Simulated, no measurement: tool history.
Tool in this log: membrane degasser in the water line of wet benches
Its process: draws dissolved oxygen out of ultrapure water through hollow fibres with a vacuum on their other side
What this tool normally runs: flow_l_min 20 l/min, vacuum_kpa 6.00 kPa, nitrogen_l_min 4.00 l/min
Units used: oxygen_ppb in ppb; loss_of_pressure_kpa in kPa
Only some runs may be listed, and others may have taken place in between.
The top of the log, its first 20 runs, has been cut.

Run 21, day 89.379: usual settings but flow_l_min 15 l/min, nitrogen_l_min 2.82 l/min. Result: oxygen_ppb 72.8 ppb, loss_of_pressure_kpa 38.68 kPa.
Run 22, day 95.279: usual settings but flow_l_min 15 l/min, nitrogen_l_min 2.82 l/min. Result: oxygen_ppb 72.5 ppb, loss_of_pressure_kpa 39.06 kPa.
At day 95.625: vacuum gauge calibrated.
Run 23, day 101.850: usual settings but flow_l_min 15 l/min, nitrogen_l_min 2.82 l/min. Result: oxygen_ppb 74.5 ppb, loss_of_pressure_kpa 38.97 kPa.
Run 24, day 104.529: usual settings but flow_l_min 15 l/min, nitrogen_l_min 2.82 l/min. Result: oxygen_ppb 72.7 ppb, loss_of_pressure_kpa 39.21 kPa.
Run 25, day 109.454: usual settings but flow_l_min 15 l/min, vacuum_kpa 8.25 kPa, nitrogen_l_min 9.16 l/min. Result: oxygen_ppb 56.9 ppb, loss_of_pressure_kpa 39.17 kPa.
At day 114.279: vacuum gauge calibrated, once more.
Run 26, day 114.892: usual settings but flow_l_min 15 l/min, vacuum_kpa 8.25 kPa, nitrogen_l_min 9.16 l/min. Result: oxygen_ppb 55.0 ppb, loss_of_pressure_kpa 39.03 kPa.
Run 27, day 119.712: usual settings but flow_l_min 15 l/min, vacuum_kpa 8.25 kPa, nitrogen_l_min 9.16 l/min. Result: oxygen_ppb 55.7 ppb, loss_of_pressure_kpa 39.35 kPa.
Run 28, day 125.521: usual settings but flow_l_min 15 l/min, vacuum_kpa 8.14 kPa, nitrogen_l_min 9.16 l/min. Result: oxygen_ppb 55.0 ppb, loss_of_pressure_kpa 38.99 kPa.
Run 29, day 131.462: usual settings but flow_l_min 15 l/min, vacuum_kpa 8.14 kPa, nitrogen_l_min 9.16 l/min. Result: oxygen_ppb 56.1 ppb, loss_of_pressure_kpa 39.49 kPa.
Run 30, day 135.196: usual settings but nitrogen_l_min 6.79 l/min. Result: oxygen_ppb 113.5 ppb, loss_of_pressure_kpa 52.22 kPa.
Run 31, day 140.650: usual settings but flow_l_min 12 l/min. Result: oxygen_ppb 37.0 ppb, loss_of_pressure_kpa 31.46 kPa.
Run 32, day 144.825: usual settings but flow_l_min 24 l/min, nitrogen_l_min 1.96 l/min. Result: oxygen_ppb 235.1 ppb, loss_of_pressure_kpa 63.39 kPa.

Consider 3 possible next runs. They are alternatives, not a sequence: every one starts from the tool as it was left by run 32. What does each give?
Run A, day 149.854: usual settings but flow_l_min 22 l/min, vacuum_kpa 6.64 kPa, nitrogen_l_min 8.02 l/min. Result: oxygen_ppb ?, loss_of_pressure_kpa ?.
Run B, day 149.854: usual settings but flow_l_min 28 l/min, vacuum_kpa 5.37 kPa, nitrogen_l_min 3.23 l/min. Result: oxygen_ppb ?, loss_of_pressure_kpa ?.
Run C, day 149.854: usual settings but flow_l_min 29 l/min, nitrogen_l_min 4.83 l/min. Result: oxygen_ppb ?, loss_of_pressure_kpa ?.

run  oxygen_ppb  loss_of_pressure_kpa
  A       150.3                 57.62
  B       281.6                 73.41
  C       299.2                 76.58
Without the tool's hidden state the same runs would have given:
run  oxygen_ppb  loss_of_pressure_kpa
  A       126.3                 54.95
  B       242.6                 70.02
  C       258.1                 73.05

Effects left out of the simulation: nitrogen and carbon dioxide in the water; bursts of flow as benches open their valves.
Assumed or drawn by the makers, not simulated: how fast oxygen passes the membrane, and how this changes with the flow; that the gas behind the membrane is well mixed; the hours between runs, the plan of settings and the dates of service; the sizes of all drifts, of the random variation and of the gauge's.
